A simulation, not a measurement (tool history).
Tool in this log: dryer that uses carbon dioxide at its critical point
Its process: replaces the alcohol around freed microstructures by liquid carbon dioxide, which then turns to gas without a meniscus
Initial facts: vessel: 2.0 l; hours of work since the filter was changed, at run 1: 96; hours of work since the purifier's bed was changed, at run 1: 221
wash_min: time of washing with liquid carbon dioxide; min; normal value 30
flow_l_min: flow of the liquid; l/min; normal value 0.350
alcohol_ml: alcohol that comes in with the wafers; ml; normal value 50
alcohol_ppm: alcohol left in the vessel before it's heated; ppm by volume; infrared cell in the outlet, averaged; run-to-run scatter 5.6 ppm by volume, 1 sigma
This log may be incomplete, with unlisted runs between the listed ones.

run,day,wash_min,flow_l_min,alcohol_ml,hours of work since the filter was changed,hours of work since the purifier's bed was changed,alcohol_ppm
1,0.000,30,0.350,50,96,221,294
2,0.325,30,0.350,50,101,225,289
3,0.529,30,0.350,50,104,228,301
4,0.962,30,0.350,50,110,235,287
5,1.262,30,0.350,103,114,239,555
6,1.529,30,0.350,103,118,243,540
7,1.746,30,0.350,103,121,246,557
8,2.129,30,0.350,103,127,251,558
9,2.538,30,0.350,50,132,257,332
10,2.792,30,0.350,50,136,261,330
11,3.171,30,0.350,50,142,266,321
12,3.617,30,0.350,50,148,273,330
13,3.921,30,0.350,50,152,277,343
14,4.129,30,0.350,50,155,280,343
15,4.588,30,0.350,50,162,287,327
16,5.062,30,0.350,50,169,294,354
17,5.404,30,0.350,50,174,298,368
18,5.842,30,0.350,50,180,305,369
19,6.158,30,0.350,50,185,309,376
20,6.554,30,0.350,50,190,315,380
21,6.754,30,0.350,50,193,318,388
22,7.171,30,0.350,50,199,324,384
23,7.475,30,0.350,50,203,328,406
24,7.883,30,0.350,50,209,334,399
25,8.304,36,0.394,39,215,340,161
26,8.779,27,0.350,50,222,347,578
27,9.146,27,0.591,46,227,352,160
28,9.558,30,0.336,50,233,358,494
29,9.971,30,0.516,58,239,364,169
30,10.221,38,0.516,58,243,368,140
31,10.467,38,0.516,58,246,371,137
32,10.771,23,0.350,94,251,376,1781
33,11.208,23,0.350,43,257,382,884
34,11.462,42,0.271,24,261,386,243
35,11.742,42,0.271,24,265,390,242
36,12.162,42,0.271,24,271,396,255
37,12.608,42,0.232,23,277,402,339
38,13.000,42,0.232,23,283,408,351
39,13.292,30,0.245,34,287,412,956
40,13.767,41,0.245,117,294,419,1085
41,14.217,37,0.350,23,300,425,211
42,14.512,22,0.261,117,305,429,5790
43,14.738,22,0.261,117,308,433,5654
44,15.054,22,0.350,50,312,437,1282
45,15.317,22,0.350,50,316,441,1287
46,15.638,22,0.350,50,321,446,1294
47,15.908,33,0.350,67,325,449,500

Each row is a separate what-if for the run after 47, all from the same tool condition, not one after another. Results?
A,16.112,39,0.390,67,328,452,?
B,16.112,21,0.350,99,328,452,?
C,16.112,22,0.350,50,328,452,?

run,alcohol_ppm
A,231
B,2704
C,1296
Take away the tool's hidden state, keep each run's random variation, and the runs would have read:
run,alcohol_ppm
A,26
B,1457
C,637
